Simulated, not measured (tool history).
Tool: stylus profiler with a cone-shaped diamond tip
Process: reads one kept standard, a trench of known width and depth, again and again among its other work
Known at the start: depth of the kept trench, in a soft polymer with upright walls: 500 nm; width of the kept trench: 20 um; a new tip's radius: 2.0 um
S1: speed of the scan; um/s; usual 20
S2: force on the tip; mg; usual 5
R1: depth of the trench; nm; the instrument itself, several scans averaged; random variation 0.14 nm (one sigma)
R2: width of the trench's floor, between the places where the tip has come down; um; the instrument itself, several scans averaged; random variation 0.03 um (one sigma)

Run 1, hour 0: usual settings. Result: R1 513.28 nm, R2 17.22 um.
Run 2, hour 76.8: usual settings. Result: R1 513.36 nm, R2 17.17 um.
Run 3, hour 223: usual settings but S1 33 um/s. Result: R1 512.9 nm, R2 17.05 um.
Run 4, hour 342.4: usual settings. Result: R1 512.6 nm, R2 17.06 um.
Run 5, hour 404: usual settings. Result: R1 512.44 nm, R2 17.02 um.
At hour 411.6: height scale calibrated on a step standard.
Run 6, hour 474.4: usual settings but S1 17 um/s. Result: R1 512.36 nm, R2 17.01 um.
Run 7, hour 614.4: usual settings but S1 8 um/s, S2 9.14 mg. Result: R1 518.69 nm, R2 16.99 um.
Run 8, hour 743.6: usual settings but S1 8 um/s, S2 9.14 mg. Result: R1 518.56 nm, R2 16.92 um.

The next listed run, before its measurement:
Run 9, hour 822.4: usual settings but S1 79 um/s, S2 13.7 mg. Result: R1 ?, R2 ?.

R1: 524.47 nm
R2: 16.74 um
Without the tool's hidden state the same run would have given R1 525.73 nm, R2 17.16 um.
